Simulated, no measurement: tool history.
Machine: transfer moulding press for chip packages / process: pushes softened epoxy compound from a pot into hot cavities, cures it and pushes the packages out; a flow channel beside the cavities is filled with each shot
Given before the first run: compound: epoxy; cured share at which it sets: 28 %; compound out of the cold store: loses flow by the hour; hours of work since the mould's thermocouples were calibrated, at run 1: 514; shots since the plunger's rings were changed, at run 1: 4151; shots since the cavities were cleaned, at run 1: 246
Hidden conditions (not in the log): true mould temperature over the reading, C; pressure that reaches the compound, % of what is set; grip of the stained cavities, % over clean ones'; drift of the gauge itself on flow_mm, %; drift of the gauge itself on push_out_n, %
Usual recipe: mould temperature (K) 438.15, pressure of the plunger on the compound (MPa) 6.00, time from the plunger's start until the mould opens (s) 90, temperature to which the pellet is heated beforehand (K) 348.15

run	hour	mould temperature (K)	pressure of the plunger on the compound (MPa)	time from the plunger's start until the mould opens (s)	temperature to which the pellet is heated beforehand (K)	hours of work since the mould's thermocouples were calibrated	shots since the plunger's rings were changed	shots since the cavities were cleaned	incoming compound's hours out of the cold store	length that the compound runs in the flow channel (mm)	greatest force on the pins that push the packages out (N)
1	0.0	438.15	6.00	90	348.15	514	4151	246	31.3	564	186
2	13.7	438.15	6.00	90	348.15	524	4324	419	31.9	563	187
3	30.8	438.15	6.00	90	348.15	536	4538	633	42.4	511	189
# hour 51.3: cavities cleaned with cleaning compound and waxed
4	52.4	431.15	6.00	90	348.15	550	4791	14	30.7	575	254
5	69.7	438.15	5.29	90	348.15	563	5008	231	23.1	558	191
6	89.7	438.15	5.25	90	348.15	577	5260	483	17.0	571	183
7	99.7	438.15	5.25	90	348.15	584	5385	608	38.1	498	192
8	111.3	438.15	5.25	90	348.15	592	5532	755	19.5	562	186
# hour 123.1: cavities cleaned with cleaning compound and waxed
# hour 126.6: plunger's sealing rings changed
9	130.3	438.15	5.25	90	348.15	603	47	59	38.0	505	173
10	147.5	438.15	5.25	90	348.15	615	263	275	15.6	577	180
11	167.5	438.15	6.00	103	348.15	629	515	527	8.5	647	179
12	181.5	438.15	6.00	103	348.15	639	691	703	27.4	580	186
13	190.7	436.15	6.00	90	348.15	645	806	818	9.0	653	195
# hour 197.3: cavities cleaned with cleaning compound and waxed
14	201.2	436.15	6.00	90	348.15	652	919	48	46.0	514	191
15	211.4	436.15	6.00	90	348.15	659	1048	177	31.2	560	192
16	224.5	434.15	6.00	74	345.15	668	1212	341	35.9	553	311
17	243.3	434.15	6.00	74	345.15	682	1449	578	27.5	581	313
18	257.7	434.15	6.00	74	345.15	692	1630	759	47.2	516	294
# hour 261.5: mould's thermocouples calibrated
# hour 270.4: cavities cleaned with cleaning compound and waxed
19	277.7	433.15	6.00	77	352.15	10	1838	92	33.2	573	297
20	289.9	432.15	4.85	77	354.15	19	1991	245	25.6	532	350
21	304.6	438.15	6.00	104	348.15	29	2175	429	39.5	519	182
22	323.2	438.15	5.99	91	355.15	43	2409	663	20.3	598	186
# hour 341.8: cavities cleaned with cleaning compound and waxed
23	343.7	438.15	6.08	107	348.15	56	2649	25	37.6	542	167
24	362.2	437.15	5.51	112	348.15	69	2881	257	38.6	513	171
25	380.1	435.15	7.41	121	350.15	82	3106	482	9.1	727	169
26	400.3	435.15	6.33	117	350.15	96	3360	736	34.0	569	182
# hour 412.6: cavities cleaned with cleaning compound and waxed
27	418.2	435.15	6.30	117	342.15	108	3566	70	17.7	630	176
28	427.4	438.15	5.32	100	339.15	114	3682	186	30.2	532	176

4 options for the next run, each taken on its own from the tool as it stands now. Forecast them:
A	445.1	438.15	6.00	90	340.15	127	3905	409	44.8	?	?
B	445.1	435.15	5.32	91	354.15	127	3905	409	41.9	?	?
C	445.1	438.15	7.05	111	348.15	127	3905	409	43.7	?	?
D	445.1	438.15	6.84	118	349.15	127	3905	409	35.5	?	?

run	length that the compound runs in the flow channel (mm)	greatest force on the pins that push the packages out (N)
A	511	184
B	499	201
C	555	181
D	579	173
Stripped of hidden state, with their random variation kept, the same runs would have yielded:
run	length that the compound runs in the flow channel (mm)	greatest force on the pins that push the packages out (N)
A	512	183
B	499	200
C	556	180
D	579	172
